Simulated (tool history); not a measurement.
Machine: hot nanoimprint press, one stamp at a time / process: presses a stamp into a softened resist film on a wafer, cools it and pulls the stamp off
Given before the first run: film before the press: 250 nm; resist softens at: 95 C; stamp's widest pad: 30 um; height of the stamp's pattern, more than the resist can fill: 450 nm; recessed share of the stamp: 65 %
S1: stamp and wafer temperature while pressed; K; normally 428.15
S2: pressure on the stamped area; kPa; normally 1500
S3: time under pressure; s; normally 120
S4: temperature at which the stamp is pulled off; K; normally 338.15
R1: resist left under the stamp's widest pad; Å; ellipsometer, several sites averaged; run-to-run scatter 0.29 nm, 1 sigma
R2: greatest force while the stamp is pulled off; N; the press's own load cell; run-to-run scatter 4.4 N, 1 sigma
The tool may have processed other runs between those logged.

Run 1, hour 0.0: usual settings. Result: R1 1385 Å, R2 241 N.
Run 2, hour 8.2: usual settings. Result: R1 1380 Å, R2 250 N.
Run 3, hour 15.7: usual settings but S4 335.15 K. Result: R1 1380 Å, R2 264 N.
Run 4, hour 25.2: usual settings but S2 1570 kPa, S4 335.15 K. Result: R1 1352 Å, R2 259 N.
Run 5, hour 36.2: usual settings but S2 1570 kPa, S4 340.15 K. Result: R1 1351 Å, R2 250 N.
Run 6, hour 48.9: usual settings but S1 427.15 K. Result: R1 1448 Å, R2 255 N.
Run 7, hour 58.2: usual settings but S1 427.15 K. Result: R1 1447 Å, R2 269 N.
Run 8, hour 69.7: usual settings but S1 427.15 K. Result: R1 1453 Å, R2 263 N.
Run 9, hour 77.1: usual settings but S1 427.15 K, S2 1200 kPa. Result: R1 1586 Å, R2 267 N.
Run 10, hour 88.4: usual settings but S2 1180 kPa. Result: R1 1527 Å, R2 263 N.
Run 11, hour 96.6: usual settings. Result: R1 1370 Å, R2 272 N.
Run 12, hour 105.7: usual settings. Result: R1 1371 Å, R2 272 N.
Run 13, hour 114.2: usual settings. Result: R1 1369 Å, R2 277 N.
Run 14, hour 125.0: usual settings. Result: R1 1370 Å, R2 271 N.
Run 15, hour 133.9: usual settings but S2 990 kPa. Result: R1 1630 Å, R2 282 N.
Run 16, hour 144.4: usual settings but S3 126 s, S4 332.15 K. Result: R1 1346 Å, R2 298 N.
Run 17, hour 151.6: usual settings but S3 126 s, S4 332.15 K. Result: R1 1346 Å, R2 301 N.
Run 18, hour 159.0: usual settings but S3 126 s, S4 332.15 K. Result: R1 1346 Å, R2 306 N.

Predict the results of run 19:
Run 19, hour 164.9: usual settings but S1 437.15 K, S2 1280 kPa, S3 62 s, S4 329.15 K. Result: R1 ?, R2 ?.

{"run 19": {"R1": 1151, "R2": 315}}
With no hidden state in the tool, this same run would have given R1 1180 Å, R2 245 N.
